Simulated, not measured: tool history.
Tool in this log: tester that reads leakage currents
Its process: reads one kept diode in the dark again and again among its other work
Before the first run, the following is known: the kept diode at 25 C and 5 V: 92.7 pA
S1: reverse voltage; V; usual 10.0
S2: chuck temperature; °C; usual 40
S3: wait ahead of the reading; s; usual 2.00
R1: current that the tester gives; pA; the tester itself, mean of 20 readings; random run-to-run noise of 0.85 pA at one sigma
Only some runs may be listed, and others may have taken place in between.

run 1 day=0.000 | S1=10.0 S2=40 S3=2.00 | R1=397.82
run 2 day=2.558 | S1=10.0 S2=40 S3=2.00 | R1=398.01
run 3 day=3.979 | S1=10.0 S2=40 S3=2.00 | R1=397.80
run 4 day=5.679 | S1=10.0 S2=40 S3=2.00 | R1=398.37
run 5 day=7.967 | S1=10.0 S2=40 S3=2.00 | R1=399.32
run 6 day=10.254 | S1=10.0 S2=40 S3=2.00 | R1=397.07
run 7 day=12.888 | S1=9.2 S2=40 S3=2.00 | R1=384.69
run 8 day=15.321 | S1=10.0 S2=40 S3=2.00 | R1=397.11
run 9 day=18.033 | S1=10.0 S2=40 S3=0.58 | R1=399.19
run 10 day=19.592 | S1=10.0 S2=40 S3=0.58 | R1=399.30
run 11 day=21.208 | S1=19.9 S2=22 S3=3.28 | R1=155.36
run 12 day=23.258 | S1=10.0 S2=40 S3=1.91 | R1=397.55
run 13 day=24.496 | S1=2.9 S2=40 S3=0.41 | R1=242.75
run 14 day=26.996 | S1=12.8 S2=33 S3=1.79 | R1=269.02

For run 15, what comes out?
run 15 day=28.800 | S1=12.8 S2=33 S3=1.79 | R1=?

For run 15 the tool returned R1 268.72 pA.
If the tool had no hidden condition, the same run with the same run-to-run variation would have returned R1 249.82 pA.
